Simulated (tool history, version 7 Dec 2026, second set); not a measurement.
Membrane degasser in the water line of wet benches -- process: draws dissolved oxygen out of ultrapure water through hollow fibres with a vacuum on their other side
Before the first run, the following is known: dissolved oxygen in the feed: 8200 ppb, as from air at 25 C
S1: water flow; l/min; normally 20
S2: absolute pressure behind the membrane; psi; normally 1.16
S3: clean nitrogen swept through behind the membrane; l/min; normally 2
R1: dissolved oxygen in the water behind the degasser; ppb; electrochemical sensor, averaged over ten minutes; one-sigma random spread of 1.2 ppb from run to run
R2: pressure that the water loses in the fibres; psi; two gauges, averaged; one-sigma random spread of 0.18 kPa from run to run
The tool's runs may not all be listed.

run     day  S1     S2    S3     R1     R2
  1       0  20   1.16     2  119.2  4.641
  2   2.938  20   1.16     2  119.3  4.651
  3   4.254  20   1.16     2  119.3  4.609
  4   6.921  20   1.16     2    121  4.633
  5     9.3  20   1.16     2  119.2  4.603
  6  11.196  20  2.643     2  360.7  4.657
  7  13.183  20  2.643     2    359  4.601
  8  16.362  20  2.643     2  352.1  4.622
  9  18.229  15   1.16     2   90.1  3.497
 10   21.25  20  1.507     2  177.3  4.666
 11  22.596  20  0.957     2   86.4  4.653
 12  25.358  20  0.957     2   87.9  4.646
 13  26.692  20  0.957     2   86.6  4.654
 14  29.588  20  1.964     2  247.2  4.689
 15  32.658  20  0.953     2   84.8  4.615
 16  34.662  20  1.691     2  202.3  4.631
 17  37.379  20  1.691     2  202.4  4.657
 18  40.412  28  1.691     2  285.2  6.559
 19   43.55  20   2.07   1.2  410.1  4.643
 20  45.942  19  2.303  1.09  481.5  4.377
 21  47.442  27  0.725  2.66   58.5   6.26
 22  50.392  17   1.16  2.33   87.9  3.955
 23  51.812  29  1.094     2  162.1  6.709
 24  54.708  15  1.094     2   80.7  3.517
 25  56.062  30   1.16     2  185.5  7.036
 26  58.846  15  2.308  1.04  409.5  3.498
 27  60.604  20  1.065     2  105.2  4.686
 28  62.479  18  2.393  3.67  160.5  4.192
 29  63.817  18  2.393  3.67  163.8  4.173
 30  66.575  18  2.393  3.67  157.6  4.234
 31  69.396  27  0.804  3.67     57  6.311
 32  71.596  21  0.804  1.82   71.5  4.956
 33  73.575  21  0.804  1.82   72.2  4.899

Not shown here: 1 entry made in the log between runs. Locate each between two listed runs and compare the hidden state at the listed run before it with the hidden state at the listed run after it:
Run 13 -> run 14: seals of the vacuum lines changed (day 28.233)
  air that leaks in behind the membrane, l/min: 0.0184 -> 0.0031
  measured result minus the result with no hidden state, R1: +3.3 -> +2.1 ppb; R2: +0.078 -> +0.081 psi
